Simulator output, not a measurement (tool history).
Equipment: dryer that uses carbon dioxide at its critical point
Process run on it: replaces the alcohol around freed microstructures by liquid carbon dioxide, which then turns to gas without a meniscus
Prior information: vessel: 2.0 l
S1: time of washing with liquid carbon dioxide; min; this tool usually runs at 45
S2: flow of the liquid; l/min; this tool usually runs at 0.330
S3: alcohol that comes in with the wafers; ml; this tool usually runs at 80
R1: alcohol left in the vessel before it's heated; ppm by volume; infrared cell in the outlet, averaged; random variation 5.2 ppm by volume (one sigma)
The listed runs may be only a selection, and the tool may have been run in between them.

run 1 hour=0.0 | S1=45 S2=0.330 S3=80 | R1=220
run 2 hour=28.6 | S1=45 S2=0.330 S3=80 | R1=231
run 3 hour=86.4 | S1=45 S2=0.330 S3=23 | R1=121
-- hour=143.5 inlet filter changed
run 4 hour=143.5 | S1=39 S2=0.330 S3=23 | R1=140
run 5 hour=195.4 | S1=39 S2=0.330 S3=23 | R1=159
run 6 hour=227.4 | S1=51 S2=0.330 S3=80 | R1=150
run 7 hour=260.9 | S1=51 S2=0.330 S3=80 | R1=149
run 8 hour=290.2 | S1=51 S2=0.330 S3=80 | R1=173
run 9 hour=337.4 | S1=51 S2=0.330 S3=80 | R1=183
run 10 hour=380.7 | S1=51 S2=0.330 S3=80 | R1=201
run 11 hour=442.8 | S1=51 S2=0.330 S3=80 | R1=215
run 12 hour=471.5 | S1=62 S2=0.330 S3=94 | R1=165
run 13 hour=527.7 | S1=68 S2=0.202 S3=109 | R1=648
-- hour=542.7 inlet filter changed
run 14 hour=591.6 | S1=68 S2=0.202 S3=109 | R1=431
run 15 hour=633.1 | S1=68 S2=0.202 S3=109 | R1=463
run 16 hour=690.4 | S1=68 S2=0.205 S3=109 | R1=469
-- hour=723.5 purifier's bed changed
run 17 hour=750.9 | S1=34 S2=0.381 S3=50 | R1=186
run 18 hour=809.5 | S1=45 S2=0.322 S3=76 | R1=207
run 19 hour=838.7 | S1=45 S2=0.322 S3=76 | R1=211
run 20 hour=901.2 | S1=45 S2=0.322 S3=76 | R1=250
run 21 hour=931.6 | S1=45 S2=0.322 S3=76 | R1=269

Hidden state or all else? Some run-to-run changes of R1, split into what the settings, what came in and random variation would give without the hidden state, and what is left for the hidden state (with any gauge scatter that isn't in both results):
Hidden state at play: flow that reaches the vessel past the clogged filter, %; alcohol in the recycled carbon dioxide, ppm; drift of the gauge itself on alcohol_ppm, %.
Run 12 -> 13: S1 62 -> 68, S2 0.330 -> 0.202, S3 94 -> 109. R1 +483 ppm by volume: hidden state +237, all else +246.
Run 13 -> 14: inlet filter changed. R1 -217 ppm by volume: hidden state -209, all else -8.
Run 16 -> 17: S1 68 -> 34, S2 0.205 -> 0.381, S3 109 -> 50, purifier's bed changed. R1 -283 ppm by volume: hidden state -185, all else -98.

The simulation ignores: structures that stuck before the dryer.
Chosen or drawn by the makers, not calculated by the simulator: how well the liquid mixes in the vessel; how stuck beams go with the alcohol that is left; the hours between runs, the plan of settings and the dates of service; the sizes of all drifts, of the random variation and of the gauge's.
